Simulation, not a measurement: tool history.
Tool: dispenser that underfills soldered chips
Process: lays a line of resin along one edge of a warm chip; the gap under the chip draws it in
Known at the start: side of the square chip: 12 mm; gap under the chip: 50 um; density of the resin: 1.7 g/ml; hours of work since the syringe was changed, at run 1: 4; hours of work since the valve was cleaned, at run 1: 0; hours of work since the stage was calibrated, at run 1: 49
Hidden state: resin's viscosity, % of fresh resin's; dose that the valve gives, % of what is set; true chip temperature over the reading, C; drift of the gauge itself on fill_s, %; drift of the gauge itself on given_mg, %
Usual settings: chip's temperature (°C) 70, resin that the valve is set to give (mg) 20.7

run   hour  chip's temperature (°C)  resin that the valve is set to give (mg)  hours of work since the syringe was changed  hours of work since the valve was cleaned  hours of work since the stage was calibrated  time until the resin shows at the far edge (s)  resin that the valve gave (mg)
  1    0.0                       70                                      20.7                                            4                                          0                                            49                                           297.8                           20.70
  2    4.4                       70                                      20.7                                            7                                          3                                            52                                           373.1                           20.71
       9.6  -- new syringe of resin
  3   11.0                       70                                      20.7                                            1                                          8                                            57                                           233.2                           20.54
  4   15.6                       70                                      20.7                                            4                                         11                                            60                                           299.7                           20.40
      24.7  -- new syringe of resin
  5   24.7                       70                                      20.7                                            0                                         18                                            67                                           210.7                           20.47
  6   29.2                       70                                      20.7                                            3                                         21                                            70                                           275.7                           20.28
  7   36.6                       70                                      21.6                                            9                                         27                                            75                                           428.8                           21.17
      40.3  -- new syringe of resin
  8   45.3                       70                                      21.6                                            4                                         33                                            82                                           281.1                           20.91
  9   49.8                       70                                      21.6                                            7                                         36                                            85                                           375.7                           20.93
 10   54.7                       70                                      19.1                                           11                                         40                                            89                                           493.1                           18.46
      55.9  -- new syringe of resin
 11   62.2                       70                                      24.1                                            5                                         45                                            94                                           313.2                           23.23
 12   68.2                       70                                      20.7                                            9                                         50                                            98                                           442.9                           19.89
      71.1  -- new syringe of resin
 13   77.4                       70                                      20.7                                            5                                         56                                           105                                           303.7                           19.74
 14   82.4                       70                                      20.7                                            8                                         60                                           109                                           411.5                           19.65
      86.4  -- new syringe of resin
 15   91.9                       70                                      20.7                                            4                                         67                                           116                                           291.6                           19.57
 16   96.9                       64                                      20.7                                            8                                         71                                           119                                           488.8                           19.71
     101.5  -- new syringe of resin
     105.0  -- dispensing valve cleaned and set on the balance
 17  105.3                       64                                      20.7                                            2                                          0                                           125                                           300.4                           20.77
 18  114.6                       70                                      20.7                                            9                                          7                                           132                                           426.3                           20.40
     117.8  -- new syringe of resin
 19  120.8                       70                                      20.7                                            2                                         12                                           136                                           249.2                           20.54
 20  129.5                       78                                      26.3                                            9                                         18                                           142                                           328.1                           26.11
     132.8  -- new syringe of resin
 21  136.9                       84                                      20.2                                            3                                         23                                           148                                           178.7                           20.01
 22  145.7                       84                                      21.5                                           10                                         30                                           154                                           298.9                           21.11
     147.9  -- new syringe of resin
 23  151.4                       61                                      26.0                                            3                                         34                                           158                                           350.3                           25.54
 24  159.8                       61                                      19.1                                            9                                         40                                           165                                           584.6                           18.46
     162.9  -- new syringe of resin
 25  164.8                       65                                      21.5                                            1                                         44                                           168                                           286.1                           20.87
 26  169.8                       66                                      23.7                                            5                                         47                                           172                                           365.3                           22.74
 27  173.8                       68                                      19.1                                            8                                         50                                           175                                           434.0                           18.26
     178.1  -- new syringe of resin
 28  182.2                       68                                      19.1                                            3                                         56                                           181                                           297.2                           18.44
 29  186.4                       68                                      19.1                                            6                                         60                                           184                                           373.4                           18.15
 30  191.9                       72                                      18.1                                           10                                         64                                           188                                           464.6                           17.24
     193.2  -- new syringe of resin
 31  199.1                       65                                      26.5                                            4                                         69                                           193                                           348.5                           25.03
 32  203.1                       65                                      26.5                                            7                                         72                                           196                                           437.2                           25.01
     208.2  -- new syringe of resin
     210.6  -- dispensing valve cleaned and set on the balance
 33  213.3                       71                                      18.3                                            3                                          2                                           203                                           267.6                           18.31
 34  218.5                       57                                      26.3                                            7                                          6                                           207                                           550.7                           26.33
 35  223.2                       56                                      23.0                                           10                                          9                                           210                                           747.6                           22.96
     224.7  -- new syringe of resin
 36  232.4                       60                                      22.4                                            6                                         16                                           217                                           456.4                           22.12

Hidden state or all else? Some run-to-run changes of time until the resin shows at the far edge (s), split into what the settings, what came in and random variation would give without the hidden state, and what is left for the hidden state (with any gauge scatter that isn't in both results):
Run 23 -> 24: resin that the valve is set to give (mg) 26.0 -> 19.1. time until the resin shows at the far edge (s) +234.3: hidden state +229.4, all else +4.9.
Run 24 -> 25: chip's temperature (°C) 61 -> 65, resin that the valve is set to give (mg) 19.1 -> 21.5, new syringe of resin. time until the resin shows at the far edge (s) -298.5: hidden state -262.3, all else -36.2.
Run 33 -> 34: chip's temperature (°C) 71 -> 57, resin that the valve is set to give (mg) 18.3 -> 26.3. time until the resin shows at the far edge (s) +283.1: hidden state +175.8, all else +107.3.
Run 35 -> 36: chip's temperature (°C) 56 -> 60, resin that the valve is set to give (mg) 23.0 -> 22.4, new syringe of resin. time until the resin shows at the far edge (s) -291.2: hidden state -252.7, all else -38.5.
